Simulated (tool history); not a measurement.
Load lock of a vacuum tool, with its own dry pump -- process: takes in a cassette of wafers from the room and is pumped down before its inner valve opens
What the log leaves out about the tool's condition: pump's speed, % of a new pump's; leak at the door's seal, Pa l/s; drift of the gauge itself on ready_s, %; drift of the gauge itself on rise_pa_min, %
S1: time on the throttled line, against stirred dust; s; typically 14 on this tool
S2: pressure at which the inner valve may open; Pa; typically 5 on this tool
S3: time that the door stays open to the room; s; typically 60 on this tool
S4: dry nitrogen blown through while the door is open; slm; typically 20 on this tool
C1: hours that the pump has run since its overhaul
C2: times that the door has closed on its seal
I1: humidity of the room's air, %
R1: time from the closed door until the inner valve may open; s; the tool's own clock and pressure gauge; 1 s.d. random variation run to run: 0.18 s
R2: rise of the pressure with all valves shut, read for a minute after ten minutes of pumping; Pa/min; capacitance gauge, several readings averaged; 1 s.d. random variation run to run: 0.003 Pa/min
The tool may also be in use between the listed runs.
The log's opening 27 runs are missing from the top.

run,hour,S1,S2,S3,S4,C1,C2,I1,R1,R2
28,2837.3,14,7,60,20,8680,32014,44.6,29.9,0.511
29,2946.3,14,7,60,20,8789,32426,47.3,29.8,0.511
30,3099.7,14,5,212,9,8942,33005,45.5,30.6,0.573
31,3194.1,23,5,40,14,9037,33361,47.7,37.2,0.544
32,3334.1,8,5,60,33,9177,33890,47.1,27.0,0.557
33,3432.6,8,5,60,5,9275,34261,39.3,26.8,0.586
34,3534.8,16,6,26,40,9378,34647,43.9,31.9,0.572
35,3653.8,10,6,77,35,9497,35096,47.2,27.6,0.591
36,3730.7,10,8,77,35,9574,35386,42.5,27.1,0.606
37,3876.5,10,8,77,10,9719,35937,48.3,27.2,0.626

Forecast each of these 3 alternatives for the next run:
A,4002.3,10,6,30,10,9845,36411,41.0,?,?
B,4002.3,9,7,60,20,9845,36411,43.9,?,?
C,4002.3,14,8,86,20,9845,36411,42.1,?,?

run,R1,R2
A,27.7,0.635
B,26.6,0.624
C,30.0,0.629
Stripped of hidden state, with their random variation kept, the same runs would have yielded:
run,R1,R2
A,26.0,0.016
B,24.9,0.019
C,28.5,0.018
